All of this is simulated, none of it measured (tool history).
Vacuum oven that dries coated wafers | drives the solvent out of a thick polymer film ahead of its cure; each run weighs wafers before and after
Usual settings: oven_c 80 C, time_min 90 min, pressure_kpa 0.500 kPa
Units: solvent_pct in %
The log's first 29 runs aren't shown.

run,hour,oven_c,time_min,pressure_kpa,hours of work since the thermocouples were calibrated,hours of work since the vacuum gauge was cleaned of residue,solvent_pct
30,1105.0,80,72,0.952,94,1418,7.08
31,1160.2,80,52,0.753,130,1454,8.99
32,1188.6,94,55,0.753,149,1473,4.39
33,1226.1,94,55,0.753,173,1498,4.47
34,1269.5,65,56,1.193,202,1526,13.62
35,1308.8,84,125,0.975,227,1552,2.95
36,1358.8,84,125,0.975,260,1585,2.96
37,1405.8,80,89,0.500,291,1616,5.44
38,1461.3,83,109,0.365,327,1652,3.37
39,1504.9,83,46,0.745,356,1681,8.65
40,1535.6,83,46,0.745,376,1701,8.78
41,1575.8,93,158,0.500,403,1727,0.99
42,1628.0,80,90,1.240,437,1761,5.93
43,1662.0,94,90,1.240,459,1784,2.42
44,1714.1,92,111,1.240,493,1818,2.15
45,1759.6,93,80,0.357,523,1848,2.54
46,1800.5,70,127,0.500,550,1875,6.60
47,1828.8,77,79,1.257,569,1893,7.75

Forecast each of these 3 alternatives for the next run:
A,1874.0,66,148,1.257,598,1923,?
B,1874.0,81,90,0.500,598,1923,?
C,1874.0,77,89,0.302,598,1923,?

run,solvent_pct
A,8.13
B,5.04
C,6.13
Without the tool's hidden state the same runs would have given:
run,solvent_pct
A,7.46
B,4.77
C,5.82
